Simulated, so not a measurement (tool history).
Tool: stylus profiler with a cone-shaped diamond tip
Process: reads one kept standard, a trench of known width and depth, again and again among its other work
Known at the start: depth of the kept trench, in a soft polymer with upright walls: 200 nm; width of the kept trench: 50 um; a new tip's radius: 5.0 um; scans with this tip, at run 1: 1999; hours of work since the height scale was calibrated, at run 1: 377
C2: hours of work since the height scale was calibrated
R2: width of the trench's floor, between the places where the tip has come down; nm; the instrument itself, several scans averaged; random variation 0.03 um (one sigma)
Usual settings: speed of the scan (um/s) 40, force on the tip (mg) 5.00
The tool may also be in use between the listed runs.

run 1 hour=0.0 | speed_of_the_scan_(um/s)=40 force_on_the_tip_(mg)=5.00 | scans_with_this_tip=1999 C2=377 | depth_of_the_trench_(Å)=2034.9 R2=46910
run 2 hour=27.4 | speed_of_the_scan_(um/s)=40 force_on_the_tip_(mg)=6.80 | scans_with_this_tip=2059 C2=388 | depth_of_the_trench_(Å)=2042.5 R2=46880
run 3 hour=47.1 | speed_of_the_scan_(um/s)=40 force_on_the_tip_(mg)=5.00 | scans_with_this_tip=2103 C2=396 | depth_of_the_trench_(Å)=2034.0 R2=46870
run 4 hour=60.5 | speed_of_the_scan_(um/s)=11 force_on_the_tip_(mg)=5.00 | scans_with_this_tip=2133 C2=402 | depth_of_the_trench_(Å)=2034.0 R2=46980
run 5 hour=81.5 | speed_of_the_scan_(um/s)=34 force_on_the_tip_(mg)=5.00 | scans_with_this_tip=2179 C2=410 | depth_of_the_trench_(Å)=2033.8 R2=46860
run 6 hour=105.8 | speed_of_the_scan_(um/s)=34 force_on_the_tip_(mg)=2.49 | scans_with_this_tip=2232 C2=421 | depth_of_the_trench_(Å)=2019.9 R2=46770
run 7 hour=126.1 | speed_of_the_scan_(um/s)=34 force_on_the_tip_(mg)=2.49 | scans_with_this_tip=2277 C2=429 | depth_of_the_trench_(Å)=2020.5 R2=46760
run 8 hour=149.3 | speed_of_the_scan_(um/s)=34 force_on_the_tip_(mg)=2.49 | scans_with_this_tip=2328 C2=439 | depth_of_the_trench_(Å)=2021.1 R2=46860
run 9 hour=168.2 | speed_of_the_scan_(um/s)=40 force_on_the_tip_(mg)=2.65 | scans_with_this_tip=2370 C2=446 | depth_of_the_trench_(Å)=2023.3 R2=46790
run 10 hour=189.0 | speed_of_the_scan_(um/s)=40 force_on_the_tip_(mg)=2.65 | scans_with_this_tip=2416 C2=455 | depth_of_the_trench_(Å)=2021.1 R2=46780
run 11 hour=200.9 | speed_of_the_scan_(um/s)=40 force_on_the_tip_(mg)=2.65 | scans_with_this_tip=2442 C2=460 | depth_of_the_trench_(Å)=2021.6 R2=46810
run 12 hour=223.2 | speed_of_the_scan_(um/s)=23 force_on_the_tip_(mg)=5.00 | scans_with_this_tip=2491 C2=469 | depth_of_the_trench_(Å)=2033.2 R2=46850
run 13 hour=236.0 | speed_of_the_scan_(um/s)=140 force_on_the_tip_(mg)=5.00 | scans_with_this_tip=2519 C2=475 | depth_of_the_trench_(Å)=2034.9 R2=46450
run 14 hour=257.9 | speed_of_the_scan_(um/s)=40 force_on_the_tip_(mg)=5.00 | scans_with_this_tip=2568 C2=484 | depth_of_the_trench_(Å)=2033.2 R2=46840
run 15 hour=286.2 | speed_of_the_scan_(um/s)=157 force_on_the_tip_(mg)=5.00 | scans_with_this_tip=2630 C2=495 | depth_of_the_trench_(Å)=2033.8 R2=46350
run 16 hour=313.8 | speed_of_the_scan_(um/s)=157 force_on_the_tip_(mg)=2.95 | scans_with_this_tip=2691 C2=507 | depth_of_the_trench_(Å)=2024.2 R2=46150
run 17 hour=339.9 | speed_of_the_scan_(um/s)=157 force_on_the_tip_(mg)=2.95 | scans_with_this_tip=2748 C2=518 | depth_of_the_trench_(Å)=2023.0 R2=46130
run 18 hour=352.1 | speed_of_the_scan_(um/s)=22 force_on_the_tip_(mg)=5.00 | scans_with_this_tip=2775 C2=523 | depth_of_the_trench_(Å)=2032.6 R2=46820
run 19 hour=367.3 | speed_of_the_scan_(um/s)=22 force_on_the_tip_(mg)=5.00 | scans_with_this_tip=2809 C2=529 | depth_of_the_trench_(Å)=2034.3 R2=46880
run 20 hour=382.8 | speed_of_the_scan_(um/s)=22 force_on_the_tip_(mg)=5.00 | scans_with_this_tip=2843 C2=536 | depth_of_the_trench_(Å)=2033.6 R2=46900
run 21 hour=399.6 | speed_of_the_scan_(um/s)=22 force_on_the_tip_(mg)=5.00 | scans_with_this_tip=2880 C2=543 | depth_of_the_trench_(Å)=2033.3 R2=46890
run 22 hour=418.3 | speed_of_the_scan_(um/s)=22 force_on_the_tip_(mg)=5.00 | scans_with_this_tip=2921 C2=550 | depth_of_the_trench_(Å)=2034.1 R2=46860
run 23 hour=432.3 | speed_of_the_scan_(um/s)=13 force_on_the_tip_(mg)=5.00 | scans_with_this_tip=2952 C2=556 | depth_of_the_trench_(Å)=2034.4 R2=46900
run 24 hour=445.8 | speed_of_the_scan_(um/s)=13 force_on_the_tip_(mg)=8.75 | scans_with_this_tip=2982 C2=562 | depth_of_the_trench_(Å)=2049.1 R2=46960
run 25 hour=465.0 | speed_of_the_scan_(um/s)=104 force_on_the_tip_(mg)=8.70 | scans_with_this_tip=3024 C2=570 | depth_of_the_trench_(Å)=2049.7 R2=46690
run 26 hour=485.8 | speed_of_the_scan_(um/s)=15 force_on_the_tip_(mg)=2.21 | scans_with_this_tip=3070 C2=578 | depth_of_the_trench_(Å)=2019.5 R2=46820
run 27 hour=502.6 | speed_of_the_scan_(um/s)=15 force_on_the_tip_(mg)=2.21 | scans_with_this_tip=3107 C2=585 | depth_of_the_trench_(Å)=2019.4 R2=46880
run 28 hour=515.6 | speed_of_the_scan_(um/s)=22 force_on_the_tip_(mg)=3.14 | scans_with_this_tip=3135 C2=591 | depth_of_the_trench_(Å)=2024.4 R2=46860
run 29 hour=540.4 | speed_of_the_scan_(um/s)=22 force_on_the_tip_(mg)=3.14 | scans_with_this_tip=3190 C2=601 | depth_of_the_trench_(Å)=2024.6 R2=46840
run 30 hour=559.3 | speed_of_the_scan_(um/s)=141 force_on_the_tip_(mg)=3.14 | scans_with_this_tip=3232 C2=609 | depth_of_the_trench_(Å)=2022.4 R2=46230
run 31 hour=579.6 | speed_of_the_scan_(um/s)=54 force_on_the_tip_(mg)=4.73 | scans_with_this_tip=3277 C2=617 | depth_of_the_trench_(Å)=2031.6 R2=46750
run 32 hour=601.2 | speed_of_the_scan_(um/s)=26 force_on_the_tip_(mg)=1.86 | scans_with_this_tip=3324 C2=626 | depth_of_the_trench_(Å)=2016.0 R2=46720
run 33 hour=629.5 | speed_of_the_scan_(um/s)=11 force_on_the_tip_(mg)=10.40 | scans_with_this_tip=3387 C2=638 | depth_of_the_trench_(Å)=2055.4 R2=46880
run 34 hour=655.9 | speed_of_the_scan_(um/s)=131 force_on_the_tip_(mg)=3.63 | scans_with_this_tip=3445 C2=649 | depth_of_the_trench_(Å)=2027.8 R2=46310
run 35 hour=680.0 | speed_of_the_scan_(um/s)=27 force_on_the_tip_(mg)=9.79 | scans_with_this_tip=3498 C2=659 | depth_of_the_trench_(Å)=2052.5 R2=46880
run 36 hour=703.5 | speed_of_the_scan_(um/s)=46 force_on_the_tip_(mg)=2.77 | scans_with_this_tip=3550 C2=669 | depth_of_the_trench_(Å)=2021.7 R2=46680
run 37 hour=726.9 | speed_of_the_scan_(um/s)=46 force_on_the_tip_(mg)=5.57 | scans_with_this_tip=3601 C2=678 | depth_of_the_trench_(Å)=2035.1 R2=46750
run 38 hour=752.7 | speed_of_the_scan_(um/s)=46 force_on_the_tip_(mg)=5.57 | scans_with_this_tip=3658 C2=689 | depth_of_the_trench_(Å)=2036.9 R2=46790
run 39 hour=776.9 | speed_of_the_scan_(um/s)=89 force_on_the_tip_(mg)=1.81 | scans_with_this_tip=3711 C2=699 | depth_of_the_trench_(Å)=2016.4 R2=46360
run 40 hour=790.3 | speed_of_the_scan_(um/s)=40 force_on_the_tip_(mg)=7.83 | scans_with_this_tip=3741 C2=705 | depth_of_the_trench_(Å)=2044.9 R2=46790
run 41 hour=805.0 | speed_of_the_scan_(um/s)=17 force_on_the_tip_(mg)=2.33 | scans_with_this_tip=3773 C2=711 | depth_of_the_trench_(Å)=2018.6 R2=46810
run 42 hour=822.5 | speed_of_the_scan_(um/s)=141 force_on_the_tip_(mg)=4.23 | scans_with_this_tip=3812 C2=718 | depth_of_the_trench_(Å)=2028.1 R2=46300
run 43 hour=848.8 | speed_of_the_scan_(um/s)=141 force_on_the_tip_(mg)=4.23 | scans_with_this_tip=3870 C2=729 | depth_of_the_trench_(Å)=2029.6 R2=46290
run 44 hour=868.9 | speed_of_the_scan_(um/s)=141 force_on_the_tip_(mg)=4.23 | scans_with_this_tip=3914 C2=737 | depth_of_the_trench_(Å)=2029.6 R2=46310
run 45 hour=886.8 | speed_of_the_scan_(um/s)=11 force_on_the_tip_(mg)=4.23 | scans_with_this_tip=3954 C2=745 | depth_of_the_trench_(Å)=2029.1 R2=46870
run 46 hour=903.9 | speed_of_the_scan_(um/s)=11 force_on_the_tip_(mg)=4.23 | scans_with_this_tip=3991 C2=752 | depth_of_the_trench_(Å)=2028.7 R2=46810

5 ways to go on from here, each from the tool as it stands after run 46. What would each give?
run A hour=931.1 | speed_of_the_scan_(um/s)=24 force_on_the_tip_(mg)=8.32 | scans_with_this_tip=4051 C2=763 | depth_of_the_trench_(Å)=? R2=?
run B hour=931.1 | speed_of_the_scan_(um/s)=40 force_on_the_tip_(mg)=1.78 | scans_with_this_tip=4051 C2=763 | depth_of_the_trench_(Å)=? R2=?
run C hour=931.1 | speed_of_the_scan_(um/s)=40 force_on_the_tip_(mg)=8.78 | scans_with_this_tip=4051 C2=763 | depth_of_the_trench_(Å)=? R2=?
run D hour=931.1 | speed_of_the_scan_(um/s)=85 force_on_the_tip_(mg)=14.36 | scans_with_this_tip=4051 C2=763 | depth_of_the_trench_(Å)=? R2=?
run E hour=931.1 | speed_of_the_scan_(um/s)=11 force_on_the_tip_(mg)=1.96 | scans_with_this_tip=4051 C2=763 | depth_of_the_trench_(Å)=? R2=?

run=A depth_of_the_trench_(Å)=2046.1 R2=46820
run=B depth_of_the_trench_(Å)=2014.9 R2=46690
run=C depth_of_the_trench_(Å)=2049.2 R2=46770
run=D depth_of_the_trench_(Å)=2068.5 R2=46680
run=E depth_of_the_trench_(Å)=2016.0 R2=46820
Without the tool's hidden state the same runs would have given:
run=A depth_of_the_trench_(Å)=2048.6 R2=47120
run=B depth_of_the_trench_(Å)=2017.4 R2=46980
run=C depth_of_the_trench_(Å)=2051.7 R2=47070
run=D depth_of_the_trench_(Å)=2071.0 R2=46970
run=E depth_of_the_trench_(Å)=2018.5 R2=47120
